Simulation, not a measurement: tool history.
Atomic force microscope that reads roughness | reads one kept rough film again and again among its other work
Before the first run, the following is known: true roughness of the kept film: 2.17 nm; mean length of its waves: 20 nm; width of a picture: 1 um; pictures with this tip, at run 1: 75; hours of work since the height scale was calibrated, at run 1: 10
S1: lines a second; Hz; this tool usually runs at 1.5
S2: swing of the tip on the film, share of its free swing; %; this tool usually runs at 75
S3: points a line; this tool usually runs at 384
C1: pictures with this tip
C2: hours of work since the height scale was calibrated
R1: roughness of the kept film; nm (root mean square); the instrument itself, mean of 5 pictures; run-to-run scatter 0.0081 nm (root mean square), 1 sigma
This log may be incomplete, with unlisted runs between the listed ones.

run,hour,S1,S2,S3,C1,C2,R1
1,0,1.5,75,384,75,10,1.747
2,50.1,1.5,75,384,130,33,1.744
# hour 58.5: new tip fitted
3,128.4,1.5,75,384,77,68,1.744
4,169.1,2.5,75,384,121,87,1.693
# hour 183: new tip fitted
5,244.2,2.5,86,384,67,121,1.601
# hour 307.7: new tip fitted
6,317.9,2.5,86,523,11,154,1.613
7,365.7,2.5,86,523,63,176,1.62
8,401.3,0.87,86,523,102,192,1.769
# hour 433.7: new tip fitted
9,455.7,0.87,86,523,24,217,1.772
10,532.4,0.87,86,523,108,252,1.757
# hour 561.5: new tip fitted
11,611.7,0.87,86,523,55,288,1.768
12,646.5,0.87,86,523,93,304,1.771
# hour 685.7: new tip fitted
13,717.2,0.87,86,523,34,336,1.777
14,793.8,1.21,75,384,118,371,1.773
# hour 810.3: new tip fitted
15,858.3,1.21,75,384,52,400,1.774
16,932.1,1.21,75,384,133,433,1.76
# hour 938.4: new tip fitted
17,1009.3,1.21,75,384,78,468,1.762
18,1060.3,2.49,62,590,133,491,1.788
# hour 1064.7: new tip fitted
19,1115.6,3.48,88,590,55,516,1.507
20,1169.8,1.41,71,560,115,541,1.782
# hour 1191.9: new tip fitted
21,1212,1.41,71,560,22,560,1.799
22,1277.3,1.41,71,560,93,590,1.787
# hour 1318.3: new tip fitted
23,1322.3,1.91,88,384,4,610,1.646
24,1387.2,2.29,59,427,75,640,1.803
# hour 1445.6: new tip fitted
25,1458.3,1.78,71,546,14,672,1.785
26,1497.3,1.12,73,457,57,690,1.786
# hour 1570.5: new tip fitted
27,1570.5,1.12,73,457,0,723,1.785
28,1604,1.12,73,457,37,738,1.8
29,1637.7,0.61,75,981,74,753,1.835
30,1674.6,0.61,75,981,114,770,1.829
# hour 1696.9: new tip fitted
31,1731.2,1.37,75,264,37,796,1.729
32,1764.2,3.58,75,675,73,811,1.659
33,1809.7,3.58,75,675,123,832,1.651
# hour 1823.9: new tip fitted
34,1862,0.92,71,675,42,855,1.822

Below, some changes in R1 between adjacent runs. For each, the amount present without the hidden state too (settings, incoming material, random variation) and the amount remaining for the hidden state with gauge scatter not shared by both compared results:
Hidden state present: radius of the tip, nm; height scale over the true one, %; drift of the gauge itself on roughness_nm, %.
Run 13 -> 14: S1 0.87 -> 1.21, S2 86 -> 75, S3 523 -> 384. R1 -0.004 nm (root mean square): hidden state -0.006, all else +0.002.
Run 18 -> 19: S1 2.49 -> 3.48, S2 62 -> 88, new tip fitted. R1 -0.281 nm (root mean square): hidden state +0.005, all else -0.286.
Run 19 -> 20: S1 3.48 -> 1.41, S2 88 -> 71, S3 590 -> 560. R1 +0.275 nm (root mean square): hidden state -0.003, all else +0.278.
Run 20 -> 21: new tip fitted. R1 +0.017 nm (root mean square): hidden state +0.006, all else +0.011.
Run 22 -> 23: S1 1.41 -> 1.91, S2 71 -> 88, S3 560 -> 384, new tip fitted. R1 -0.141 nm (root mean square): hidden state +0.006, all else -0.147.
Run 33 -> 34: S1 3.58 -> 0.92, S2 75 -> 71, new tip fitted. R1 +0.171 nm (root mean square): hidden state +0.005, all else +0.166.
